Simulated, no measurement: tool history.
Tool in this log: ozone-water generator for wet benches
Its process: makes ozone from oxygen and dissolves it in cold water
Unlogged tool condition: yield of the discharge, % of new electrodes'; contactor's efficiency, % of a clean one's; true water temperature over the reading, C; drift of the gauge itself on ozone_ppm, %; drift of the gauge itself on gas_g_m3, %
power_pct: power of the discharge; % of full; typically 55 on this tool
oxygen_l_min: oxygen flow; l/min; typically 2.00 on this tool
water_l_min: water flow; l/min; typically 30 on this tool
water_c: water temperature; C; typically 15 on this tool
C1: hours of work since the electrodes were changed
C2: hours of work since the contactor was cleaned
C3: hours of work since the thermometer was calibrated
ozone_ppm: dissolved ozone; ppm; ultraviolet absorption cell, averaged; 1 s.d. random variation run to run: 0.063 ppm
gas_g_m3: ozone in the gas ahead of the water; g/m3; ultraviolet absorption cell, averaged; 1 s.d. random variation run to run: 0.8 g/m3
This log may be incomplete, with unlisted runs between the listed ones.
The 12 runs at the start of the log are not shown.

run 13 hour=424.7 | power_pct=55 oxygen_l_min=2.00 water_l_min=21 water_c=15 | C1=1874 C2=841 C3=2527 | ozone_ppm=6.59 gas_g_m3=120.1
run 14 hour=471.4 | power_pct=55 oxygen_l_min=2.00 water_l_min=21 water_c=15 | C1=1912 C2=879 C3=2565 | ozone_ppm=6.56 gas_g_m3=121.0
run 15 hour=510.5 | power_pct=55 oxygen_l_min=2.00 water_l_min=21 water_c=15 | C1=1944 C2=911 C3=2597 | ozone_ppm=6.61 gas_g_m3=119.0
run 16 hour=547.8 | power_pct=55 oxygen_l_min=2.00 water_l_min=21 water_c=15 | C1=1974 C2=941 C3=2628 | ozone_ppm=6.72 gas_g_m3=119.7
run 17 hour=593.5 | power_pct=55 oxygen_l_min=2.00 water_l_min=32 water_c=15 | C1=2012 C2=978 C3=2665 | ozone_ppm=4.13 gas_g_m3=119.7
run 18 hour=632.3 | power_pct=55 oxygen_l_min=2.00 water_l_min=32 water_c=15 | C1=2043 C2=1010 C3=2697 | ozone_ppm=4.12 gas_g_m3=119.6
run 19 hour=667.3 | power_pct=55 oxygen_l_min=1.05 water_l_min=31 water_c=12 | C1=2072 C2=1039 C3=2725 | ozone_ppm=3.50 gas_g_m3=166.4
run 20 hour=689.3 | power_pct=55 oxygen_l_min=1.05 water_l_min=31 water_c=12 | C1=2090 C2=1057 C3=2743 | ozone_ppm=3.47 gas_g_m3=167.1
run 21 hour=726.7 | power_pct=70 oxygen_l_min=3.52 water_l_min=31 water_c=12 | C1=2120 C2=1087 C3=2774 | ozone_ppm=6.07 gas_g_m3=105.3
run 22 hour=752.8 | power_pct=67 oxygen_l_min=2.89 water_l_min=30 water_c=7 | C1=2142 C2=1108 C3=2795 | ozone_ppm=5.89 gas_g_m3=111.9
run 23 hour=781.2 | power_pct=67 oxygen_l_min=2.89 water_l_min=30 water_c=19 | C1=2165 C2=1132 C3=2818 | ozone_ppm=5.58 gas_g_m3=113.2
run 24 hour=806.5 | power_pct=67 oxygen_l_min=2.89 water_l_min=30 water_c=19 | C1=2186 C2=1152 C3=2839 | ozone_ppm=5.49 gas_g_m3=112.2
run 25 hour=838.5 | power_pct=89 oxygen_l_min=1.67 water_l_min=33 water_c=8 | C1=2212 C2=1178 C3=2865 | ozone_ppm=5.36 gas_g_m3=188.2
run 26 hour=882.4 | power_pct=89 oxygen_l_min=1.67 water_l_min=33 water_c=8 | C1=2247 C2=1214 C3=2901 | ozone_ppm=5.34 gas_g_m3=185.8
run 27 hour=916.7 | power_pct=65 oxygen_l_min=2.39 water_l_min=35 water_c=10 | C1=2276 C2=1242 C3=2929 | ozone_ppm=4.41 gas_g_m3=121.4
run 28 hour=963.7 | power_pct=65 oxygen_l_min=1.09 water_l_min=41 water_c=19 | C1=2314 C2=1281 C3=2967 | ozone_ppm=2.61 gas_g_m3=184.7
run 29 hour=1000.9 | power_pct=56 oxygen_l_min=1.09 water_l_min=41 water_c=12 | C1=2344 C2=1311 C3=2998 | ozone_ppm=2.50 gas_g_m3=164.1
run 30 hour=1035.6 | power_pct=73 oxygen_l_min=1.08 water_l_min=46 water_c=17 | C1=2372 C2=1339 C3=3026 | ozone_ppm=2.49 gas_g_m3=200.5
run 31 hour=1077.9 | power_pct=92 oxygen_l_min=2.00 water_l_min=30 water_c=15 | C1=2407 C2=1374 C3=3060 | ozone_ppm=6.33 gas_g_m3=171.2
run 32 hour=1122.0 | power_pct=92 oxygen_l_min=2.00 water_l_min=30 water_c=15 | C1=2443 C2=1410 C3=3096 | ozone_ppm=6.24 gas_g_m3=170.7
run 33 hour=1153.2 | power_pct=54 oxygen_l_min=1.24 water_l_min=23 water_c=23 | C1=2468 C2=1435 C3=3122 | ozone_ppm=4.78 gas_g_m3=150.8
run 34 hour=1176.4 | power_pct=49 oxygen_l_min=1.24 water_l_min=28 water_c=23 | C1=2487 C2=1454 C3=3141 | ozone_ppm=3.60 gas_g_m3=139.2

Predict each of these 3 candidate next runs independently; none follows another, all start after run 34:
run A hour=1204.2 | power_pct=49 oxygen_l_min=1.24 water_l_min=24 water_c=23 | C1=2510 C2=1477 C3=3163 | ozone_ppm=? gas_g_m3=?
run B hour=1204.2 | power_pct=55 oxygen_l_min=1.84 water_l_min=30 water_c=15 | C1=2510 C2=1477 C3=3163 | ozone_ppm=? gas_g_m3=?
run C hour=1204.2 | power_pct=90 oxygen_l_min=2.00 water_l_min=33 water_c=15 | C1=2510 C2=1477 C3=3163 | ozone_ppm=? gas_g_m3=?

run=A ozone_ppm=4.34 gas_g_m3=138.9
run=B ozone_ppm=4.16 gas_g_m3=123.7
run=C ozone_ppm=5.64 gas_g_m3=168.0
With the hidden condition removed and each run's random variation left untouched, the same runs would have given:
run=A ozone_ppm=4.66 gas_g_m3=145.6
run=B ozone_ppm=4.51 gas_g_m3=130.3
run=C ozone_ppm=6.24 gas_g_m3=181.3

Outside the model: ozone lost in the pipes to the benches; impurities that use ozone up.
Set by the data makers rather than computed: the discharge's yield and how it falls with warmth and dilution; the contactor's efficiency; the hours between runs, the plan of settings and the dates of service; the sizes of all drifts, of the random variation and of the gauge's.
